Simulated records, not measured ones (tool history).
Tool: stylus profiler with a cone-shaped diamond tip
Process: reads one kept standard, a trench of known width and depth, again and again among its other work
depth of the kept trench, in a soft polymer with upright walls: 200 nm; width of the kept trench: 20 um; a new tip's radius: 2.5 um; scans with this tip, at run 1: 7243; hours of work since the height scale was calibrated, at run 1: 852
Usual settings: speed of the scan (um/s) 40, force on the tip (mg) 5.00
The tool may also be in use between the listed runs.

run	hour	speed of the scan (um/s)	force on the tip (mg)	scans with this tip	hours of work since the height scale was calibrated	depth of the trench (nm)	width of the trench's floor (nm)
1	0.0	40	5.00	7243	852	202.00	17530
2	28.8	40	5.00	7372	867	202.03	17540
3	72.2	40	5.00	7565	889	202.09	17530
4	110.4	40	5.00	7735	910	202.19	17500
5	145.3	40	5.00	7891	928	202.00	17530
# hour 148.5: height scale calibrated on a step standard
6	167.1	40	13.96	7985	10	204.38	17580
7	218.7	40	13.96	8215	37	204.47	17590
8	269.3	40	13.96	8441	63	204.68	17480

The next listed run, before its measurement:
# hour 277.1: height scale calibrated on a step standard, once more
9	292.5	58	2.27	8542	8	?	?

depth of the trench (nm): 201.76
width of the trench's floor (nm): 17270
Without the tool's hidden state the same run would have given depth of the trench (nm) 201.77, width of the trench's floor (nm) 17650.
